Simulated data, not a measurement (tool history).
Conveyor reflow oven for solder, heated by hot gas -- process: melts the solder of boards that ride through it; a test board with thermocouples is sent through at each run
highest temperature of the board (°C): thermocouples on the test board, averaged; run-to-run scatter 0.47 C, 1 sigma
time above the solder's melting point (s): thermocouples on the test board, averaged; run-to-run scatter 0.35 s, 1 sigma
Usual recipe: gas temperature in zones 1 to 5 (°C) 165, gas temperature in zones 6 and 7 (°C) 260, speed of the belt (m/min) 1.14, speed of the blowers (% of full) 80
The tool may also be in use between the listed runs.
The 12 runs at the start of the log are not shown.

| run | hour | gas temperature in zones 1 to 5 (°C) | gas temperature in zones 6 and 7 (°C) | speed of the belt (m/min) | speed of the blowers (% of full) | highest temperature of the board (°C) | time above the solder's melting point (s) |
|---|---|---|---|---|---|---|---|
| 13 | 107.8 | 160 | 260 | 1.14 | 80 | 239.5 | 21.6 |
| 14 | 120.6 | 160 | 260 | 1.14 | 80 | 238.5 | 21.6 |
| 15 | 127.5 | 160 | 260 | 1.14 | 80 | 238.5 | 21.8 |
| 16 | 134.6 | 165 | 253 | 1.22 | 83 | 232.0 | 16.2 |
| 17 | 144.2 | 165 | 264 | 1.13 | 80 | 243.2 | 25.6 |
| 18 | 153.1 | 165 | 264 | 1.13 | 80 | 243.5 | 25.3 |
| 19 | 165.9 | 165 | 264 | 1.13 | 80 | 243.4 | 25.3 |
| 20 | 178.0 | 165 | 264 | 1.13 | 80 | 242.3 | 25.6 |
| 21 | 191.0 | 165 | 264 | 1.13 | 80 | 242.8 | 25.2 |
| 22 | 199.8 | 168 | 261 | 1.16 | 54 | 234.4 | 19.3 |
| 23 | 206.7 | 174 | 260 | 1.14 | 80 | 240.9 | 25.3 |
| 24 | 213.6 | 174 | 252 | 1.01 | 82 | 239.2 | 28.6 |
| 25 | 219.1 | 174 | 252 | 1.01 | 82 | 238.1 | 28.1 |
| 26 | 228.6 | 154 | 261 | 1.14 | 54 | 232.0 | 14.7 |
| 27 | 240.4 | 154 | 253 | 0.98 | 54 | 231.6 | 18.9 |
| 28 | 253.2 | 165 | 260 | 1.14 | 82 | 238.8 | 22.9 |
| 29 | 263.7 | 165 | 260 | 1.14 | 82 | 238.8 | 21.8 |
| 30 | 273.1 | 165 | 260 | 1.14 | 82 | 238.9 | 21.8 |

Branching from run 30: 4 alternative next runs. What would each branch give?
| A | 280.1 | 165 | 260 | 0.93 | 82 | ? | ? |
| B | 280.1 | 165 | 260 | 1.02 | 80 | ? | ? |
| C | 280.1 | 162 | 260 | 1.14 | 82 | ? | ? |
| D | 280.1 | 167 | 260 | 1.04 | 82 | ? | ? |

| run | highest temperature of the board (°C) | time above the solder's melting point (s) |
|---|---|---|
| A | 245.0 | 33.0 |
| B | 242.4 | 27.6 |
| C | 238.3 | 21.2 |
| D | 242.3 | 28.4 |
With no hidden state in the tool, these same runs would have given:
| run | highest temperature of the board (°C) | time above the solder's melting point (s) |
|---|---|---|
| A | 248.1 | 35.2 |
| B | 245.8 | 29.9 |
| C | 241.9 | 23.8 |
| D | 245.7 | 30.7 |
